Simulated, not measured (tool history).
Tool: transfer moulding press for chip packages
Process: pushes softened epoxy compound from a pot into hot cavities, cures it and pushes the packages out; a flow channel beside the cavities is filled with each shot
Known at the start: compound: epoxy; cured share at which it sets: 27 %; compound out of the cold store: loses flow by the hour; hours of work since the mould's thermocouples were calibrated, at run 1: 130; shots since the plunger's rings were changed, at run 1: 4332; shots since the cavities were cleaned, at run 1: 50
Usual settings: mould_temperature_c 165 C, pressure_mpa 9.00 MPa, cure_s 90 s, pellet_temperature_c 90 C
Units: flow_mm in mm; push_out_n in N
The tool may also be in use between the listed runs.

run,day,mould_temperature_c,pressure_mpa,cure_s,pellet_temperature_c,hours of work since the mould's thermocouples were calibrated,shots since the plunger's rings were changed,shots since the cavities were cleaned,incoming compound's hours out of the cold store,flow_mm,push_out_n
1,0.000,165,9.00,90,90,130,4332,50,32.8,780,548
2,0.517,165,9.00,90,90,139,4505,223,8.2,836,633
3,1.012,165,9.00,90,90,148,4670,388,16.8,815,673
4,1.375,165,9.00,97,90,154,4792,510,16.5,817,589
5,1.892,165,9.00,97,90,163,4964,682,41.4,758,631
6,2.312,165,9.00,97,90,171,5104,822,22.2,798,656
# day 2.562: plunger's sealing rings changed
7,2.983,165,9.00,97,90,181,141,1011,31.0,815,654
8,3.375,165,7.83,90,90,188,271,1141,27.0,769,770
# day 3.483: cavities cleaned with cleaning compound and waxed
9,3.854,165,9.00,90,90,195,410,123,21.9,834,604
10,4.425,165,9.00,90,90,205,601,314,39.2,793,638

Run 11 comes next. What will it give?
11,4.812,165,7.03,92,90,212,730,443,16.9,?,?

{"run 11": {"flow_mm": 745, "push_out_n": 670}}
Without the tool's hidden state the same run would have given flow_mm 749 mm, push_out_n 528 N.
